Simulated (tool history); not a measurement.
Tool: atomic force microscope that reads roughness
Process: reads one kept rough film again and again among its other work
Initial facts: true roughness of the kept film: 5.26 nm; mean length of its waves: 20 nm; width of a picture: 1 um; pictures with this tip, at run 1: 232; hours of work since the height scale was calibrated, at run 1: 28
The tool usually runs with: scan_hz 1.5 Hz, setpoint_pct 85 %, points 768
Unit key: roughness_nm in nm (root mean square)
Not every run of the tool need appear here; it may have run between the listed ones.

run	day	scan_hz	setpoint_pct	points	pictures with this tip	hours of work since the height scale was calibrated	roughness_nm
1	0	1.5	85	768	232	28	2.063
2	0.3	1.5	85	768	237	31	2.038
3	0.662	1.5	85	768	243	34	2.046
4	1.167	0.58	85	768	251	40	2.231
5	1.45	1.5	87	768	256	42	1.978
6	1.908	1.5	87	768	264	47	1.94
7	2.129	1.5	87	768	267	49	1.936
8	2.638	1.5	87	768	276	55	1.9
9	3.054	1.5	87	768	283	59	1.87
10	3.304	1.5	87	768	287	62	1.855
11	3.604	1.5	87	339	292	65	1.83
12	3.938	1.5	87	339	298	68	1.807
13	4.458	1.5	70	339	306	73	2.01
14	4.704	1.5	70	339	310	76	2.003
15	5.212	1.5	70	339	319	81	1.991
16	5.55	1.5	70	339	325	85	1.959
17	5.883	1.5	70	339	330	88	1.94
18	6.162	1.5	85	768	335	91	1.782
# day 6.346: new tip fitted
19	6.438	1.5	56	768	1	93	3.615
20	6.712	1.5	56	768	6	96	3.604
21	7.038	1.5	84	768	11	100	3.09
22	7.446	1.5	59	768	18	104	3.466
23	7.962	1.5	88	768	27	109	2.91
24	8.192	0.94	60	644	31	111	3.417
25	8.521	0.59	60	644	36	115	3.413
26	8.975	0.59	60	644	44	119	3.378
27	9.471	0.59	86	383	52	125	3.061
28	9.775	0.7	64	450	57	128	3.204
29	10.008	0.7	64	450	61	130	3.206
30	10.521	0.7	55	589	70	135	3.196
31	10.925	2.09	89	568	76	139	2.386
32	11.371	1.5	73	1003	84	144	2.852
33	11.883	1.5	85	679	92	149	2.591
34	12.117	1.5	85	679	96	152	2.552
35	12.425	0.84	70	503	102	155	2.882
36	12.696	0.84	80	503	106	158	2.776
37	12.992	0.84	80	503	111	161	2.757
38	13.479	0.84	80	503	119	166	2.701
39	13.912	1.5	57	768	127	170	2.789
40	14.4	1.74	57	1011	135	175	2.751
41	14.621	2.56	83	495	138	177	2.152
42	14.942	0.82	83	633	144	181	2.551
43	15.388	0.82	83	633	151	185	2.522
44	15.817	0.82	83	633	158	190	2.516
45	16.338	0.75	85	337	167	195	2.441
46	16.554	1.5	63	514	171	197	2.57

Predict each of these 5 candidate next runs independently; none follows another, all start after run 46:
A	16.917	0.62	74	623	177	201	?
B	16.917	2.23	85	768	177	201	?
C	16.917	0.52	71	514	177	201	?
D	16.917	1.16	85	614	177	201	?
E	16.917	1.5	81	514	177	201	?

run	roughness_nm
A	2.557
B	2.04
C	2.588
D	2.316
E	2.266
With the hidden condition removed and each run's random variation left untouched, the same runs would have given:
run	roughness_nm
A	3.653
B	2.914
C	3.698
D	3.309
E	3.239
